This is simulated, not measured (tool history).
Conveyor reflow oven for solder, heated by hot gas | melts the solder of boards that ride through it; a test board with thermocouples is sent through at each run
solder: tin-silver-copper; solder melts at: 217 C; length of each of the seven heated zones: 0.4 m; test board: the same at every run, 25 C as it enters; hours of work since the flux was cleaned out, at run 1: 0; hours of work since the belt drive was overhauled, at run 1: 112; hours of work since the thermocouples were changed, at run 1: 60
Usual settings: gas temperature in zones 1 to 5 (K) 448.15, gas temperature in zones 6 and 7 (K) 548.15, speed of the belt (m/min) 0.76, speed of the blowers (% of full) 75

| run | hour | gas temperature in zones 1 to 5 (K) | gas temperature in zones 6 and 7 (K) | speed of the belt (m/min) | speed of the blowers (% of full) | hours of work since the flux was cleaned out | hours of work since the belt drive was overhauled | hours of work since the thermocouples were changed | highest temperature of the board (K) | time above the solder's melting point (s) |
|---|---|---|---|---|---|---|---|---|---|---|
| 1 | 0 | 448.15 | 548.15 | 0.76 | 75 | 0 | 112 | 60 | 530.45 | 49.7 |
| 2 | 16 | 448.15 | 548.15 | 0.76 | 75 | 7 | 119 | 67 | 530.25 | 49.5 |
| 3 | 41.1 | 448.15 | 548.15 | 0.76 | 75 | 17 | 130 | 77 | 530.05 | 49.9 |
| 4 | 54 | 448.15 | 548.15 | 0.76 | 75 | 23 | 135 | 83 | 530.05 | 49.7 |
| 5 | 73.1 | 448.15 | 548.15 | 0.76 | 75 | 31 | 143 | 91 | 530.05 | 49.5 |
| 6 | 86.3 | 448.15 | 548.15 | 0.76 | 75 | 36 | 148 | 96 | 530.25 | 49.8 |
| 7 | 106.7 | 448.15 | 548.15 | 0.76 | 65 | 45 | 157 | 105 | 528.55 | 48.5 |
| 8 | 127.2 | 448.15 | 548.15 | 0.76 | 65 | 53 | 166 | 113 | 528.35 | 48.6 |
| 9 | 151 | 448.15 | 548.15 | 0.76 | 65 | 63 | 175 | 123 | 528.35 | 48.1 |
| 10 | 166.2 | 448.15 | 548.15 | 0.76 | 65 | 69 | 182 | 130 | 528.35 | 48.7 |
| 11 | 187.2 | 448.15 | 548.15 | 0.76 | 71 | 78 | 191 | 138 | 529.45 | 49.4 |
| 12 | 212.3 | 448.15 | 548.15 | 0.76 | 71 | 89 | 201 | 149 | 529.55 | 49.4 |
| 13 | 240.5 | 448.15 | 548.15 | 0.76 | 80 | 100 | 213 | 161 | 531.05 | 50.1 |
| 14 | 256 | 448.15 | 548.15 | 0.76 | 80 | 107 | 219 | 167 | 531.15 | 50.3 |
| 15 | 279.3 | 448.15 | 548.15 | 0.76 | 80 | 117 | 229 | 177 | 530.95 | 49.8 |
| 16 | 301.4 | 448.15 | 548.15 | 0.76 | 80 | 126 | 238 | 186 | 530.95 | 50.1 |
| 17 | 325.6 | 448.15 | 543.15 | 0.76 | 61 | 136 | 248 | 196 | 523.15 | 45.4 |
| 18 | 343.4 | 455.15 | 538.15 | 0.879 | 88 | 143 | 256 | 204 | 520.25 | 39.5 |
| 19 | 356.1 | 455.15 | 538.15 | 0.906 | 79 | 149 | 261 | 209 | 518.05 | 36.3 |
| 20 | 372.8 | 444.15 | 538.15 | 0.708 | 56 | 156 | 268 | 216 | 519.95 | 45.2 |
| 21 | 399.4 | 434.15 | 542.15 | 0.739 | 63 | 167 | 279 | 227 | 521.05 | 41.7 |
| 22 | 421 | 434.15 | 538.15 | 0.739 | 51 | 176 | 288 | 236 | 514.55 | 35.9 |
| 23 | 448.6 | 434.15 | 538.15 | 0.739 | 51 | 187 | 300 | 248 | 514.95 | 35.6 |
| 24 | 476 | 455.15 | 538.15 | 0.725 | 74 | 199 | 311 | 259 | 524.35 | 51.4 |
| 25 | 491.8 | 455.15 | 538.15 | 0.725 | 74 | 205 | 318 | 266 | 524.05 | 51.4 |
| 26 | 514.2 | 435.15 | 556.15 | 0.725 | 74 | 215 | 327 | 275 | 536.35 | 51.5 |
| 27 | 533.8 | 448.15 | 544.15 | 0.76 | 68 | 223 | 335 | 283 | 525.75 | 47 |
| 28 | 552.2 | 448.15 | 544.15 | 0.76 | 68 | 231 | 343 | 291 | 525.45 | 46.7 |
| 29 | 566.1 | 448.15 | 553.15 | 0.76 | 73 | 237 | 349 | 297 | 533.85 | 51.7 |
| 30 | 591.9 | 448.15 | 553.15 | 0.76 | 73 | 247 | 360 | 307 | 533.95 | 51.4 |
|  | 617.8 | flux residue cleaned out of gas plates and filters |
| 31 | 623.1 | 448.15 | 539.15 | 0.76 | 75 | 2 | 371 | 318 | 522.55 | 45.6 |

Hidden state at the last listed run before each entry between runs and at the first one after, where it differs:
Between runs 30 and 31: flux residue cleaned out of gas plates and filters (hour 617.8)
  heat that the gas passes to the board, % of a clean oven's: 99.9 -> 100
